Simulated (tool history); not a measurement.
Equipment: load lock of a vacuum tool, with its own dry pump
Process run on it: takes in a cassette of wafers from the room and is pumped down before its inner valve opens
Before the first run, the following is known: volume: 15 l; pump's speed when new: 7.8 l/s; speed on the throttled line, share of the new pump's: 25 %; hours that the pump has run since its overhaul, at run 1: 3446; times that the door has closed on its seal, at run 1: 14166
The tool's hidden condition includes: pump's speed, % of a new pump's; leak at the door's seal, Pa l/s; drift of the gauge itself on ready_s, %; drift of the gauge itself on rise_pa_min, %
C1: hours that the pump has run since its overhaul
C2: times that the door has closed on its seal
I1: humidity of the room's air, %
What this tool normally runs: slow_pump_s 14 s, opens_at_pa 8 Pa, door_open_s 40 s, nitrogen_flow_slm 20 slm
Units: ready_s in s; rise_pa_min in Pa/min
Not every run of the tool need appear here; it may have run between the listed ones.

{"run": 1, "hour": 0.0, "slow_pump_s": 14, "opens_at_pa": 8, "door_open_s": 40, "nitrogen_flow_slm": 20, "C1": 3446, "C2": 14166, "I1": 44.8, "ready_s": 29.8, "rise_pa_min": 0.109}
{"run": 2, "hour": 91.0, "slow_pump_s": 14, "opens_at_pa": 7, "door_open_s": 40, "nitrogen_flow_slm": 20, "C1": 3537, "C2": 14474, "I1": 42.7, "ready_s": 30.6, "rise_pa_min": 0.106}
{"run": 3, "hour": 183.3, "slow_pump_s": 14, "opens_at_pa": 8, "door_open_s": 40, "nitrogen_flow_slm": 20, "C1": 3629, "C2": 14786, "I1": 43.4, "ready_s": 30.9, "rise_pa_min": 0.115}
{"run": 4, "hour": 236.2, "slow_pump_s": 14, "opens_at_pa": 8, "door_open_s": 40, "nitrogen_flow_slm": 20, "C1": 3682, "C2": 14966, "I1": 46.4, "ready_s": 30.4, "rise_pa_min": 0.114}
{"run": 5, "hour": 296.3, "slow_pump_s": 14, "opens_at_pa": 8, "door_open_s": 40, "nitrogen_flow_slm": 20, "C1": 3742, "C2": 15169, "I1": 47.8, "ready_s": 30.2, "rise_pa_min": 0.116}
{"run": 6, "hour": 346.7, "slow_pump_s": 14, "opens_at_pa": 8, "door_open_s": 40, "nitrogen_flow_slm": 20, "C1": 3793, "C2": 15339, "I1": 46.8, "ready_s": 30, "rise_pa_min": 0.113}
{"run": 7, "hour": 420.7, "slow_pump_s": 14, "opens_at_pa": 8, "door_open_s": 40, "nitrogen_flow_slm": 15, "C1": 3867, "C2": 15590, "I1": 44.2, "ready_s": 30.5, "rise_pa_min": 0.118}
{"run": 8, "hour": 478.0, "slow_pump_s": 14, "opens_at_pa": 8, "door_open_s": 40, "nitrogen_flow_slm": 20, "C1": 3924, "C2": 15784, "I1": 46.3, "ready_s": 29.9, "rise_pa_min": 0.122}
{"run": 9, "hour": 536.7, "slow_pump_s": 14, "opens_at_pa": 8, "door_open_s": 198, "nitrogen_flow_slm": 20, "C1": 3983, "C2": 15982, "I1": 47.2, "ready_s": 30.6, "rise_pa_min": 0.246}
{"run": 10, "hour": 600.4, "slow_pump_s": 14, "opens_at_pa": 8, "door_open_s": 198, "nitrogen_flow_slm": 20, "C1": 4046, "C2": 16198, "I1": 45.6, "ready_s": 30.4, "rise_pa_min": 0.244}
{"run": 11, "hour": 674.6, "slow_pump_s": 14, "opens_at_pa": 8, "door_open_s": 40, "nitrogen_flow_slm": 20, "C1": 4121, "C2": 16449, "I1": 41.5, "ready_s": 29.6, "rise_pa_min": 0.116}
{"run": 12, "hour": 721.4, "slow_pump_s": 14, "opens_at_pa": 8, "door_open_s": 40, "nitrogen_flow_slm": 14, "C1": 4167, "C2": 16607, "I1": 47.6, "ready_s": 30.3, "rise_pa_min": 0.129}
{"run": 13, "hour": 761.8, "slow_pump_s": 14, "opens_at_pa": 8, "door_open_s": 40, "nitrogen_flow_slm": 14, "C1": 4208, "C2": 16744, "I1": 42.5, "ready_s": 30.2, "rise_pa_min": 0.125}
{"run": 14, "hour": 827.0, "slow_pump_s": 14, "opens_at_pa": 8, "door_open_s": 40, "nitrogen_flow_slm": 14, "C1": 4273, "C2": 16965, "I1": 44.5, "ready_s": 30.3, "rise_pa_min": 0.134}
{"run": 15, "hour": 892.0, "slow_pump_s": 14, "opens_at_pa": 8, "door_open_s": 40, "nitrogen_flow_slm": 20, "C1": 4338, "C2": 17185, "I1": 47.4, "ready_s": 30.6, "rise_pa_min": 0.128}
{"run": 16, "hour": 980.0, "slow_pump_s": 14, "opens_at_pa": 8, "door_open_s": 40, "nitrogen_flow_slm": 20, "C1": 4426, "C2": 17483, "I1": 44.8, "ready_s": 30.1, "rise_pa_min": 0.128}
{"run": 17, "hour": 1065.8, "slow_pump_s": 14, "opens_at_pa": 8, "door_open_s": 40, "nitrogen_flow_slm": 20, "C1": 4512, "C2": 17773, "I1": 47.6, "ready_s": 30.4, "rise_pa_min": 0.128}
{"run": 18, "hour": 1108.6, "slow_pump_s": 14, "opens_at_pa": 8, "door_open_s": 40, "nitrogen_flow_slm": 20, "C1": 4555, "C2": 17918, "I1": 46.6, "ready_s": 30.9, "rise_pa_min": 0.13}
{"run": 19, "hour": 1158.6, "slow_pump_s": 14, "opens_at_pa": 8, "door_open_s": 40, "nitrogen_flow_slm": 20, "C1": 4605, "C2": 18087, "I1": 44.2, "ready_s": 30.8, "rise_pa_min": 0.125}
{"run": 20, "hour": 1238.6, "slow_pump_s": 14, "opens_at_pa": 11, "door_open_s": 99, "nitrogen_flow_slm": 20, "C1": 4685, "C2": 18357, "I1": 45.1, "ready_s": 29.7, "rise_pa_min": 0.184}
{"run": 21, "hour": 1291.9, "slow_pump_s": 9, "opens_at_pa": 7, "door_open_s": 198, "nitrogen_flow_slm": 35, "C1": 4738, "C2": 18538, "I1": 42.2, "ready_s": 27.3, "rise_pa_min": 0.208}
{"run": 22, "hour": 1344.2, "slow_pump_s": 12, "opens_at_pa": 8, "door_open_s": 40, "nitrogen_flow_slm": 20, "C1": 4790, "C2": 18715, "I1": 44.9, "ready_s": 28.7, "rise_pa_min": 0.132}
{"run": 23, "hour": 1406.1, "slow_pump_s": 14, "opens_at_pa": 12, "door_open_s": 40, "nitrogen_flow_slm": 20, "C1": 4852, "C2": 18924, "I1": 42.8, "ready_s": 30, "rise_pa_min": 0.132}
{"run": 24, "hour": 1461.2, "slow_pump_s": 14, "opens_at_pa": 8, "door_open_s": 225, "nitrogen_flow_slm": 20, "C1": 4907, "C2": 19111, "I1": 48.1, "ready_s": 30.6, "rise_pa_min": 0.29}
{"run": 25, "hour": 1536.7, "slow_pump_s": 14, "opens_at_pa": 8, "door_open_s": 225, "nitrogen_flow_slm": 20, "C1": 4983, "C2": 19366, "I1": 44.3, "ready_s": 30.3, "rise_pa_min": 0.267}
{"run": 26, "hour": 1619.0, "slow_pump_s": 11, "opens_at_pa": 8, "door_open_s": 40, "nitrogen_flow_slm": 5, "C1": 5065, "C2": 19645, "I1": 45, "ready_s": 28.6, "rise_pa_min": 0.157}
{"run": 27, "hour": 1698.0, "slow_pump_s": 11, "opens_at_pa": 8, "door_open_s": 40, "nitrogen_flow_slm": 5, "C1": 5144, "C2": 19912, "I1": 43.6, "ready_s": 28.8, "rise_pa_min": 0.166}
{"run": 28, "hour": 1769.4, "slow_pump_s": 7, "opens_at_pa": 10, "door_open_s": 41, "nitrogen_flow_slm": 11, "C1": 5215, "C2": 20154, "I1": 42.7, "ready_s": 25.2, "rise_pa_min": 0.15}
{"run": 29, "hour": 1809.7, "slow_pump_s": 7, "opens_at_pa": 10, "door_open_s": 41, "nitrogen_flow_slm": 11, "C1": 5256, "C2": 20290, "I1": 46.1, "ready_s": 25.2, "rise_pa_min": 0.158}
{"run": 30, "hour": 1863.4, "slow_pump_s": 7, "opens_at_pa": 10, "door_open_s": 41, "nitrogen_flow_slm": 11, "C1": 5309, "C2": 20472, "I1": 45.5, "ready_s": 25.2, "rise_pa_min": 0.151}
{"run": 31, "hour": 1910.6, "slow_pump_s": 11, "opens_at_pa": 7, "door_open_s": 40, "nitrogen_flow_slm": 16, "C1": 5357, "C2": 20631, "I1": 47.2, "ready_s": 28.8, "rise_pa_min": 0.151}
{"run": 32, "hour": 1975.6, "slow_pump_s": 11, "opens_at_pa": 7, "door_open_s": 132, "nitrogen_flow_slm": 9, "C1": 5422, "C2": 20851, "I1": 42.7, "ready_s": 29.4, "rise_pa_min": 0.248}
{"run": 33, "hour": 2022.1, "slow_pump_s": 8, "opens_at_pa": 15, "door_open_s": 147, "nitrogen_flow_slm": 9, "C1": 5468, "C2": 21009, "I1": 46.1, "ready_s": 24.9, "rise_pa_min": 0.278}
{"run": 34, "hour": 2090.1, "slow_pump_s": 13, "opens_at_pa": 9, "door_open_s": 139, "nitrogen_flow_slm": 20, "C1": 5536, "C2": 21239, "I1": 43.1, "ready_s": 30.3, "rise_pa_min": 0.225}
{"run": 35, "hour": 2128.7, "slow_pump_s": 25, "opens_at_pa": 9, "door_open_s": 40, "nitrogen_flow_slm": 12, "C1": 5575, "C2": 21369, "I1": 42.2, "ready_s": 38.2, "rise_pa_min": 0.154}
{"run": 36, "hour": 2220.7, "slow_pump_s": 25, "opens_at_pa": 9, "door_open_s": 40, "nitrogen_flow_slm": 12, "C1": 5667, "C2": 21681, "I1": 47.7, "ready_s": 38.6, "rise_pa_min": 0.155}

What if the next run were any one of these 4? Each begins from the tool's condition after run 36:
{"run": "A", "hour": 2304.4, "slow_pump_s": 14, "opens_at_pa": 11, "door_open_s": 40, "nitrogen_flow_slm": 7, "C1": 5750, "C2": 21964, "I1": 50.8, "ready_s": "?", "rise_pa_min": "?"}
{"run": "B", "hour": 2304.4, "slow_pump_s": 25, "opens_at_pa": 8, "door_open_s": 29, "nitrogen_flow_slm": 25, "C1": 5750, "C2": 21964, "I1": 45.5, "ready_s": "?", "rise_pa_min": "?"}
{"run": "C", "hour": 2304.4, "slow_pump_s": 13, "opens_at_pa": 8, "door_open_s": 64, "nitrogen_flow_slm": 32, "C1": 5750, "C2": 21964, "I1": 44.3, "ready_s": "?", "rise_pa_min": "?"}
{"run": "D", "hour": 2304.4, "slow_pump_s": 14, "opens_at_pa": 9, "door_open_s": 34, "nitrogen_flow_slm": 27, "C1": 5750, "C2": 21964, "I1": 42.6, "ready_s": "?", "rise_pa_min": "?"}

run=A ready_s=30.5 rise_pa_min=0.181
run=B ready_s=39 rise_pa_min=0.131
run=C ready_s=29.9 rise_pa_min=0.16
run=D ready_s=30.6 rise_pa_min=0.132
Take away the tool's hidden state, keep each run's random variation, and the runs would have read:
run=A ready_s=28.5 rise_pa_min=0.091
run=B ready_s=37.4 rise_pa_min=0.04
run=C ready_s=27.9 rise_pa_min=0.068
run=D ready_s=28.7 rise_pa_min=0.043
